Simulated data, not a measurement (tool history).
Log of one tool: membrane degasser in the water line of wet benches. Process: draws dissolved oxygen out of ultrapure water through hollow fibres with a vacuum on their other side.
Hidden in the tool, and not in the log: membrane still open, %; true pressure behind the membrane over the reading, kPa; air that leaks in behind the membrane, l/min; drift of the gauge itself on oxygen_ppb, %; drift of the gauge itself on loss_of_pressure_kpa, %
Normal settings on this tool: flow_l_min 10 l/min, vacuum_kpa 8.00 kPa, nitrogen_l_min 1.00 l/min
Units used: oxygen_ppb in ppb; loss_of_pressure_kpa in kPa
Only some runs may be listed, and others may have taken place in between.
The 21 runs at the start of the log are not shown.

run,day,flow_l_min,vacuum_kpa,nitrogen_l_min,hours since the membrane was changed,hours since the vacuum gauge was calibrated,hours since the vacuum lines were made tight,oxygen_ppb,loss_of_pressure_kpa
22,73.104,11,5.09,1.85,2038,1528,3339,76.1,75.65
23,75.562,7,7.75,1.45,2097,1588,3398,61.5,47.69
24,77.917,12,6.13,0.86,2154,1644,3455,158.8,82.30
25,82.912,10,8.00,1.24,2274,1764,3575,124.3,68.87
26,86.875,6,11.09,1.14,2369,1859,3670,103.5,41.42
27,90.996,6,11.09,1.14,2468,1958,3768,102.9,41.25
28,93.629,6,11.09,1.14,2531,2021,3832,102.8,41.32
29,98.192,10,9.62,1.82,2640,2131,3941,118.9,69.02
30,100.596,10,9.62,1.82,2698,2188,3999,117.7,69.03
31,104.421,9,9.62,0.43,2790,2280,4091,310.9,61.76
32,107.254,9,9.62,0.43,2858,2348,4159,311.3,62.19
33,110.596,9,9.62,0.43,2938,2428,4239,309.5,62.21

3 options for the next run, each taken on its own from the tool as it stands now. Forecast them:
A,114.917,12,9.62,1.46,3042,2532,4343,?,?
B,114.917,9,6.83,0.43,3042,2532,4343,?,?
C,114.917,12,9.62,2.48,3042,2532,4343,?,?

run,oxygen_ppb,loss_of_pressure_kpa
A,190.0,82.66
B,188.9,61.87
C,138.8,82.98
Without the tool's hidden state the same runs would have given:
run,oxygen_ppb,loss_of_pressure_kpa
A,189.8,81.23
B,188.7,60.81
C,138.6,81.55
